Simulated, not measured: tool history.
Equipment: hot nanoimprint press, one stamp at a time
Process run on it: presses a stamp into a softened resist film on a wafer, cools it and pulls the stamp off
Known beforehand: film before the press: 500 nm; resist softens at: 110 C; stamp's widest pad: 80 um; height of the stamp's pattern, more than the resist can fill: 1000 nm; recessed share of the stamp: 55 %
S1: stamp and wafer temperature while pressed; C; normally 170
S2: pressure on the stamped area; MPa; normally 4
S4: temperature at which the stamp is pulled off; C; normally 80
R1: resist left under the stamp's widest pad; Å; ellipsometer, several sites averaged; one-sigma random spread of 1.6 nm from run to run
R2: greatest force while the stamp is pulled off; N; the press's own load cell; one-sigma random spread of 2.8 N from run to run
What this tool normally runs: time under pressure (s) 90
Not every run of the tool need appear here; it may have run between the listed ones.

{"run": 1, "day": 0.0, "S1": 170, "S2": 4, "time under pressure (s)": 90, "S4": 80, "R1": 2618, "R2": 125}
{"run": 2, "day": 1.2, "S1": 170, "S2": 4, "time under pressure (s)": 90, "S4": 80, "R1": 2574, "R2": 129}
{"run": 3, "day": 2.396, "S1": 170, "S2": 4, "time under pressure (s)": 90, "S4": 80, "R1": 2567, "R2": 132}
{"run": 4, "day": 3.588, "S1": 170, "S2": 4, "time under pressure (s)": 105, "S4": 80, "R1": 2447, "R2": 133}
{"run": 5, "day": 5.396, "S1": 170, "S2": 4, "time under pressure (s)": 90, "S4": 80, "R1": 2587, "R2": 130}
{"run": 6, "day": 6.396, "S1": 170, "S2": 4, "time under pressure (s)": 90, "S4": 80, "R1": 2573, "R2": 131}
{"run": 7, "day": 7.854, "S1": 170, "S2": 4, "time under pressure (s)": 90, "S4": 80, "R1": 2610, "R2": 133}
{"run": 8, "day": 9.85, "S1": 176, "S2": 4, "time under pressure (s)": 90, "S4": 80, "R1": 2031, "R2": 131}
{"run": 9, "day": 11.029, "S1": 176, "S2": 4, "time under pressure (s)": 90, "S4": 80, "R1": 2059, "R2": 132}
{"run": 10, "day": 11.892, "S1": 176, "S2": 4, "time under pressure (s)": 90, "S4": 80, "R1": 2055, "R2": 132}
{"run": 11, "day": 13.942, "S1": 176, "S2": 4, "time under pressure (s)": 90, "S4": 80, "R1": 2041, "R2": 132}
{"run": 12, "day": 14.817, "S1": 170, "S2": 4, "time under pressure (s)": 118, "S4": 80, "R1": 2332, "R2": 128}
{"day": 15.167, "done": "plate thermocouple calibrated"}
{"run": 13, "day": 16.433, "S1": 170, "S2": 4, "time under pressure (s)": 118, "S4": 80, "R1": 2330, "R2": 129}
{"run": 14, "day": 17.504, "S1": 170, "S2": 4, "time under pressure (s)": 118, "S4": 80, "R1": 2342, "R2": 130}
{"day": 18.35, "done": "stamp cleaned and given a new release coat"}
{"run": 15, "day": 19.658, "S1": 170, "S2": 4, "time under pressure (s)": 118, "S4": 69, "R1": 2339, "R2": 170}
{"run": 16, "day": 21.579, "S1": 170, "S2": 4, "time under pressure (s)": 118, "S4": 69, "R1": 2374, "R2": 175}
{"run": 17, "day": 22.838, "S1": 170, "S2": 4, "time under pressure (s)": 100, "S4": 80, "R1": 2511, "R2": 123}
{"run": 18, "day": 24.854, "S1": 159, "S2": 4, "time under pressure (s)": 113, "S4": 80, "R1": 3583, "R2": 132}
{"run": 19, "day": 26.708, "S1": 172, "S2": 3.36, "time under pressure (s)": 53, "S4": 80, "R1": 3039, "R2": 130}
{"run": 20, "day": 27.646, "S1": 170, "S2": 4.06, "time under pressure (s)": 70, "S4": 65, "R1": 2794, "R2": 190}
{"run": 21, "day": 28.754, "S1": 170, "S2": 4.06, "time under pressure (s)": 70, "S4": 65, "R1": 2794, "R2": 185}
{"run": 22, "day": 29.871, "S1": 170, "S2": 4.06, "time under pressure (s)": 70, "S4": 65, "R1": 2774, "R2": 186}
{"run": 23, "day": 31.3, "S1": 170, "S2": 4.06, "time under pressure (s)": 70, "S4": 65, "R1": 2815, "R2": 180}
{"run": 24, "day": 32.742, "S1": 165, "S2": 4.06, "time under pressure (s)": 126, "S4": 65, "R1": 2839, "R2": 187}
{"run": 25, "day": 33.846, "S1": 164, "S2": 4, "time under pressure (s)": 90, "S4": 85, "R1": 3258, "R2": 110}
{"run": 26, "day": 35.125, "S1": 169, "S2": 3.36, "time under pressure (s)": 81, "S4": 85, "R1": 2975, "R2": 110}

For run 27, what comes out?
{"run": 27, "day": 36.192, "S1": 170, "S2": 4, "time under pressure (s)": 167, "S4": 80, "R1": "?", "R2": "?"}

For run 27 the tool returned R1 2045 Å, R2 130 N.
Minus the tool's unlogged condition, the same run would have read R1 2043 Å, R2 129 N.
